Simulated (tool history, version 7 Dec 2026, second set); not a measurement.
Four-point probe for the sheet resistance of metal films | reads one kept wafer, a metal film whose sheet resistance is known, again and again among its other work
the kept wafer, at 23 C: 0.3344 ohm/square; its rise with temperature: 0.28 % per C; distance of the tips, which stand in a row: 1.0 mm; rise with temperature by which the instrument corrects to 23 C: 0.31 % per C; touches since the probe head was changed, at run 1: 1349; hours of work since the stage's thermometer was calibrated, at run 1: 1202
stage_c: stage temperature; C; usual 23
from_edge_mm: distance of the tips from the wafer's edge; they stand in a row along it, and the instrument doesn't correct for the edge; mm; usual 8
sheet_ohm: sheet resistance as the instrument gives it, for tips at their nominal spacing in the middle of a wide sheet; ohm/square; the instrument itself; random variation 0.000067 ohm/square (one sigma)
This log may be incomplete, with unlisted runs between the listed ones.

run	hour	stage_c	from_edge_mm	touches since the probe head was changed	hours of work since the stage's thermometer was calibrated	sheet_ohm
1	0.0	23	8	1349	1202	0.337557
2	32.6	23	8	2347	1216	0.337609
3	81.4	34	8	3840	1237	0.336308
4	109.4	23	4	4697	1249	0.345794
5	137.3	23	4	5550	1261	0.345776
6	181.1	23	4	6889	1280	0.345685
7	210.7	23	4	7795	1293	0.345609
8	246.2	23	4	8881	1308	0.345617
9	271.7	23	4	9661	1319	0.345679
10	305.1	23	8	10683	1334	0.337577
11	332.8	23	8	11528	1346	0.337463
12	376.6	23	8	12870	1365	0.337501
13	415.7	23	11	14066	1382	0.336055
14	458.9	23	11	15387	1400	0.336196
15	493.0	23	8	16430	1415	0.337429
16	537.0	23	8	17776	1434	0.337331
17	585.0	23	8	19245	1455	0.337339
18	614.1	21	8	20134	1467	0.337665
19	655.1	21	8	21388	1485	0.337651
20	700.3	21	8	22770	1505	0.337695
21	747.0	23	8	24200	1525	0.337389
22	769.9	23	4	24901	1535	0.345517
23	825.4	20	8	26597	1559	0.337598
24	881.4	25	51	28311	1583	0.334278
25	907.3	18	3	29103	1594	0.353826
26	943.1	18	55	30197	1610	0.335047
27	967.4	25	8	30941	1620	0.336935
28	998.1	22	49	31880	1634	0.334658
29	1049.7	23	25	33458	1656	0.334742
# hour 1053.7: stage's thermometer calibrated
30	1098.9	30	8	34950	20	0.336443
31	1149.1	30	8	36485	41	0.336373
# hour 1177.7: stage's thermometer calibrated, once more
32	1206.4	24	60	38221	12	0.334029
33	1239.4	18	42	39232	27	0.334806
34	1292.1	18	19	40845	50	0.335183
35	1331.9	24	8	42060	67	0.336604
36	1365.6	19	16	43093	81	0.335165
37	1393.7	20	9	43951	93	0.336473
38	1445.5	25	20	45536	116	0.334198
39	1499.6	25	20	47190	139	0.334283
40	1548.4	34	3	48682	160	0.351417
41	1600.6	28	25	50279	183	0.333569
42	1636.5	28	25	51377	199	0.333758
43	1659.5	26	6	52082	208	0.338451
44	1687.6	34	6	52941	221	0.337609

Each row is a separate what-if for the run after 44, all from the same tool condition, not one after another. Results?
A	1714.0	20	8	53749	232	?
B	1714.0	22	16	53749	232	?
C	1714.0	34	5	53749	232	?
D	1714.0	19	9	53749	232	?
E	1714.0	19	7	53749	232	?

run	sheet_ohm
A	0.336927
B	0.334719
C	0.339548
D	0.336557
E	0.337979
The same runs, with their run-to-run variation unchanged, on a tool lacking any hidden condition would have given:
run	sheet_ohm
A	0.337462
B	0.335251
C	0.340085
D	0.337092
E	0.338515
